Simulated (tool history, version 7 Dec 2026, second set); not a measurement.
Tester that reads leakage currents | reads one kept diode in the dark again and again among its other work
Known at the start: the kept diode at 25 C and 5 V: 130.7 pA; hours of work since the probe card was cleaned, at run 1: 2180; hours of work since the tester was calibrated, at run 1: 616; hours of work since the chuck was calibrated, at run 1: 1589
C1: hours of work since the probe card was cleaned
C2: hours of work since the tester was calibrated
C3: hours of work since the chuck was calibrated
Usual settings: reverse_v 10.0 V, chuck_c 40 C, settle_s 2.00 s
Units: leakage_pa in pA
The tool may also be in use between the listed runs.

run 1 day=0.000 | reverse_v=10.0 chuck_c=40 settle_s=2.00 | C1=2180 C2=616 C3=1589 | leakage_pa=604.41
run 2 day=3.471 | reverse_v=10.0 chuck_c=40 settle_s=2.00 | C1=2234 C2=670 C3=1643 | leakage_pa=603.99
run 3 day=6.446 | reverse_v=10.0 chuck_c=44 settle_s=2.00 | C1=2280 C2=716 C3=1689 | leakage_pa=812.65
run 4 day=7.917 | reverse_v=10.0 chuck_c=44 settle_s=2.00 | C1=2303 C2=739 C3=1712 | leakage_pa=811.64
run 5 day=10.496 | reverse_v=10.0 chuck_c=44 settle_s=2.00 | C1=2343 C2=779 C3=1752 | leakage_pa=810.12
run 6 day=12.400 | reverse_v=1.5 chuck_c=44 settle_s=2.00 | C1=2372 C2=808 C3=1781 | leakage_pa=286.83
run 7 day=14.388 | reverse_v=1.5 chuck_c=44 settle_s=2.00 | C1=2403 C2=839 C3=1812 | leakage_pa=288.31
run 8 day=17.367 | reverse_v=10.0 chuck_c=40 settle_s=2.00 | C1=2449 C2=885 C3=1858 | leakage_pa=606.00
run 9 day=19.938 | reverse_v=10.0 chuck_c=40 settle_s=2.00 | C1=2489 C2=925 C3=1898 | leakage_pa=607.19
run 10 day=23.446 | reverse_v=10.0 chuck_c=40 settle_s=2.00 | C1=2544 C2=979 C3=1953 | leakage_pa=608.30
run 11 day=25.496 | reverse_v=10.0 chuck_c=40 settle_s=2.00 | C1=2576 C2=1011 C3=1984 | leakage_pa=609.53
run 12 day=27.717 | reverse_v=10.0 chuck_c=58 settle_s=2.00 | C1=2610 C2=1046 C3=2019 | leakage_pa=2100.83
run 13 day=30.683 | reverse_v=10.0 chuck_c=58 settle_s=2.00 | C1=2656 C2=1092 C3=2065 | leakage_pa=2094.45
run 14 day=34.133 | reverse_v=10.0 chuck_c=58 settle_s=2.00 | C1=2710 C2=1145 C3=2118 | leakage_pa=2097.47
-- day=35.504 chuck's temperature calibrated
run 15 day=37.629 | reverse_v=10.0 chuck_c=58 settle_s=0.78 | C1=2763 C2=1198 C3=33 | leakage_pa=2095.75
run 16 day=39.842 | reverse_v=2.6 chuck_c=58 settle_s=0.78 | C1=2797 C2=1233 C3=67 | leakage_pa=1007.57
run 17 day=42.854 | reverse_v=2.6 chuck_c=58 settle_s=0.78 | C1=2844 C2=1279 C3=114 | leakage_pa=1004.21
run 18 day=46.358 | reverse_v=1.7 chuck_c=58 settle_s=0.78 | C1=2898 C2=1334 C3=168 | leakage_pa=796.13
run 19 day=49.488 | reverse_v=1.7 chuck_c=58 settle_s=3.37 | C1=2947 C2=1382 C3=217 | leakage_pa=796.05
run 20 day=52.317 | reverse_v=9.1 chuck_c=40 settle_s=2.00 | C1=2990 C2=1426 C3=261 | leakage_pa=573.92
run 21 day=53.988 | reverse_v=9.1 chuck_c=40 settle_s=2.00 | C1=3016 C2=1452 C3=287 | leakage_pa=574.24
run 22 day=56.388 | reverse_v=15.8 chuck_c=37 settle_s=3.59 | C1=3054 C2=1489 C3=324 | leakage_pa=625.31
run 23 day=58.362 | reverse_v=15.8 chuck_c=37 settle_s=3.59 | C1=3084 C2=1520 C3=355 | leakage_pa=626.59
run 24 day=60.704 | reverse_v=8.6 chuck_c=21 settle_s=0.30 | C1=3121 C2=1556 C3=391 | leakage_pa=135.14
run 25 day=63.688 | reverse_v=8.6 chuck_c=21 settle_s=0.30 | C1=3167 C2=1603 C3=437 | leakage_pa=135.40
run 26 day=66.471 | reverse_v=1.3 chuck_c=58 settle_s=0.30 | C1=3210 C2=1646 C3=480 | leakage_pa=691.43
run 27 day=68.579 | reverse_v=1.6 chuck_c=51 settle_s=7.87 | C1=3243 C2=1678 C3=513 | leakage_pa=481.99
run 28 day=71.567 | reverse_v=1.7 chuck_c=40 settle_s=2.00 | C1=3289 C2=1725 C3=560 | leakage_pa=229.21
run 29 day=73.138 | reverse_v=1.7 chuck_c=49 settle_s=2.00 | C1=3314 C2=1749 C3=584 | leakage_pa=436.77
run 30 day=75.579 | reverse_v=10.0 chuck_c=35 settle_s=0.38 | C1=3351 C2=1787 C3=622 | leakage_pa=425.72
run 31 day=79.121 | reverse_v=10.0 chuck_c=24 settle_s=1.26 | C1=3406 C2=1842 C3=677 | leakage_pa=178.96
run 32 day=81.938 | reverse_v=2.7 chuck_c=37 settle_s=1.26 | C1=3450 C2=1886 C3=720 | leakage_pa=238.97
run 33 day=83.504 | reverse_v=2.7 chuck_c=37 settle_s=1.26 | C1=3474 C2=1910 C3=745 | leakage_pa=236.82
run 34 day=85.383 | reverse_v=1.6 chuck_c=40 settle_s=2.00 | C1=3504 C2=1939 C3=774 | leakage_pa=221.70
run 35 day=88.317 | reverse_v=8.8 chuck_c=25 settle_s=2.24 | C1=3549 C2=1985 C3=819 | leakage_pa=179.59
run 36 day=91.454 | reverse_v=4.5 chuck_c=27 settle_s=2.00 | C1=3598 C2=2033 C3=868 | leakage_pa=145.74
run 37 day=94.312 | reverse_v=3.5 chuck_c=27 settle_s=1.09 | C1=3642 C2=2078 C3=912 | leakage_pa=126.64
-- day=96.333 probe card cleaned and baked
run 38 day=96.800 | reverse_v=12.1 chuck_c=27 settle_s=2.54 | C1=7 C2=2114 C3=949 | leakage_pa=249.93
run 39 day=98.538 | reverse_v=12.1 chuck_c=27 settle_s=2.54 | C1=34 C2=2141 C3=976 | leakage_pa=251.35

Forecast each of these 3 alternatives for the next run:
run A day=100.896 | reverse_v=1.9 chuck_c=40 settle_s=2.00 | C1=71 C2=2178 C3=1013 | leakage_pa=?
run B day=100.896 | reverse_v=2.8 chuck_c=47 settle_s=3.71 | C1=71 C2=2178 C3=1013 | leakage_pa=?
run C day=100.896 | reverse_v=12.1 chuck_c=27 settle_s=2.79 | C1=71 C2=2178 C3=1013 | leakage_pa=?

run=A leakage_pa=243.51
run=B leakage_pa=498.87
run=C leakage_pa=251.49
Without the tool's hidden state the same runs would have given:
run=A leakage_pa=243.43
run=B leakage_pa=498.71
run=C leakage_pa=251.39
